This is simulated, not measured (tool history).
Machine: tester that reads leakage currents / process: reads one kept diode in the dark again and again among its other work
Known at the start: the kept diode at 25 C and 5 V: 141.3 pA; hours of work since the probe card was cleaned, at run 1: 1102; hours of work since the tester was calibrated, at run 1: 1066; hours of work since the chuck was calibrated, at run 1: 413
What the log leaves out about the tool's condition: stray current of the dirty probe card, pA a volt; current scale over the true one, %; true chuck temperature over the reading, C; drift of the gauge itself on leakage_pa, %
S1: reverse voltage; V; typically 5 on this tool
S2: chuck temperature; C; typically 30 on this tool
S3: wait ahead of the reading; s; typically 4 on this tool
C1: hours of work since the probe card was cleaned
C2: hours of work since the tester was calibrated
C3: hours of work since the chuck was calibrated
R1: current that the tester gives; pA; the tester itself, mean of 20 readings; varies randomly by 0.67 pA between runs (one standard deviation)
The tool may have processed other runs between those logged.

run 1 hour=0 | S1=5 S2=30 S3=4 | C1=1102 C2=1066 C3=413 | R1=216.04
run 2 hour=42.4 | S1=5 S2=30 S3=1.08 | C1=1121 C2=1085 C3=433 | R1=216.39
run 3 hour=99.3 | S1=5 S2=36 S3=4 | C1=1147 C2=1111 C3=458 | R1=354.93
run 4 hour=140.5 | S1=5 S2=36 S3=4 | C1=1165 C2=1130 C3=477 | R1=353.38
run 5 hour=171.4 | S1=5 S2=47 S3=4 | C1=1179 C2=1144 C3=491 | R1=851.84
run 6 hour=204.4 | S1=5 S2=38 S3=4 | C1=1194 C2=1159 C3=506 | R1=416.54
run 7 hour=234.4 | S1=5 S2=30 S3=4 | C1=1208 C2=1172 C3=519 | R1=213.68
run 8 hour=258.6 | S1=5 S2=30 S3=4 | C1=1219 C2=1183 C3=530 | R1=214.25
run 9 hour=290.5 | S1=5 S2=30 S3=3.18 | C1=1233 C2=1198 C3=545 | R1=213.43
run 10 hour=323.6 | S1=5 S2=24 S3=4 | C1=1248 C2=1213 C3=560 | R1=127.97
run 11 hour=374.1 | S1=5 S2=26 S3=4 | C1=1271 C2=1235 C3=583 | R1=150.74
run 12 hour=428.5 | S1=5 S2=26 S3=4 | C1=1296 C2=1260 C3=607 | R1=151.17
run 13 hour=462.6 | S1=5 S2=36 S3=4 | C1=1311 C2=1275 C3=623 | R1=346.96
run 14 hour=506.6 | S1=5 S2=41 S3=0.39 | C1=1331 C2=1295 C3=643 | R1=526.12
run 15 hour=544.9 | S1=5 S2=41 S3=0.39 | C1=1348 C2=1313 C3=660 | R1=522.93
run 16 hour=568.7 | S1=5 S2=22 S3=0.33 | C1=1359 C2=1323 C3=671 | R1=111.56
run 17 hour=595.6 | S1=5 S2=22 S3=0.33 | C1=1371 C2=1336 C3=683 | R1=110.77
run 18 hour=633.3 | S1=5 S2=22 S3=0.33 | C1=1388 C2=1353 C3=700 | R1=110.96
run 19 hour=669.1 | S1=12.88 S2=22 S3=4 | C1=1405 C2=1369 C3=716 | R1=195.13
run 20 hour=699.7 | S1=12.88 S2=22 S3=4 | C1=1418 C2=1383 C3=730 | R1=195.27
run 21 hour=730.8 | S1=12.88 S2=22 S3=4 | C1=1432 C2=1397 C3=744 | R1=195.47
run 22 hour=783.2 | S1=12.88 S2=22 S3=4 | C1=1456 C2=1421 C3=768 | R1=193.91
run 23 hour=817.6 | S1=12.88 S2=22 S3=4 | C1=1472 C2=1436 C3=784 | R1=194.1
run 24 hour=855.2 | S1=12.88 S2=22 S3=4 | C1=1489 C2=1453 C3=801 | R1=194.93

The next listed run, before its measurement:
run 25 hour=909.8 | S1=12.88 S2=22 S3=4 | C1=1514 C2=1478 C3=825 | R1=?

{"run 25": {"R1": 194.87}}
Take away the tool's hidden state, keep the run-to-run variation as it was, and the same run would have given R1 188.04 pA.
